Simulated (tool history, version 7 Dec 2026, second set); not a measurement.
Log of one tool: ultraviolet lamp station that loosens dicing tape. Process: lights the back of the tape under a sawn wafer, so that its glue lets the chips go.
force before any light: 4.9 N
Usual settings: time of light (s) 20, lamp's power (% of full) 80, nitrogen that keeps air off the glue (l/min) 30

run	hour	time of light (s)	lamp's power (% of full)	nitrogen that keeps air off the glue (l/min)	force that peels the tape off (N)	light that reached the tape (J/m2)
1	0.0	20	80	30	0.757	5270
2	4.8	20	80	18	1.067	5250
3	10.0	20	80	18	1.044	5200
4	20.1	20	80	18	1.070	5210
5	29.9	20	80	18	1.047	5250
6	35.7	20	80	18	1.101	5190
7	46.0	20	80	30	0.735	5190
8	51.2	20	80	30	0.738	5210
9	60.0	20	80	30	0.780	5170
10	70.3	20	80	30	0.758	5170
11	75.1	20	80	30	0.776	5220
12	82.4	20	80	30	0.763	5140
13	88.0	20	80	30	0.782	5110
14	99.1	20	80	30	0.799	5220
15	106.1	20	89	30	0.648	5660
16	115.8	20	89	30	0.652	5620
17	126.9	20	80	30	0.769	5160
18	136.8	20	80	30	0.760	5120
19	147.5	20	80	30	0.778	5070
20	156.7	20	80	30	0.783	5050
21	163.3	20	65	30	1.078	4110
22	168.9	20	66	28	1.099	4170
23	175.9	20	92	30	0.659	5780
24	185.4	14	93	27	1.203	4110
25	194.9	15	71	10	2.361	3370
26	200.2	15	71	10	2.245	3330
27	211.2	37	71	10	0.804	8220
28	216.1	16	80	30	1.171	3980
29	222.0	20	80	19	1.074	5020
30	229.3	20	80	19	1.124	4950
31	237.9	20	80	19	1.090	4920
32	242.9	11	100	20	1.709	3410
33	252.3	23	83	18	0.856	5880

3 ways to go on from here, each from the tool as it stands after run 33. What would each give?
A	258.0	23	85	36	?	?
B	258.0	20	80	30	?	?
C	258.0	14	66	44	?	?

run	force that peels the tape off (N)	light that reached the tape (J/m2)
A	0.519	6060
B	0.881	4930
C	1.420	2860
Without the tool's hidden state the same runs would have given:
run	force that peels the tape off (N)	light that reached the tape (J/m2)
A	0.363	7260
B	0.645	5910
C	1.130	3430

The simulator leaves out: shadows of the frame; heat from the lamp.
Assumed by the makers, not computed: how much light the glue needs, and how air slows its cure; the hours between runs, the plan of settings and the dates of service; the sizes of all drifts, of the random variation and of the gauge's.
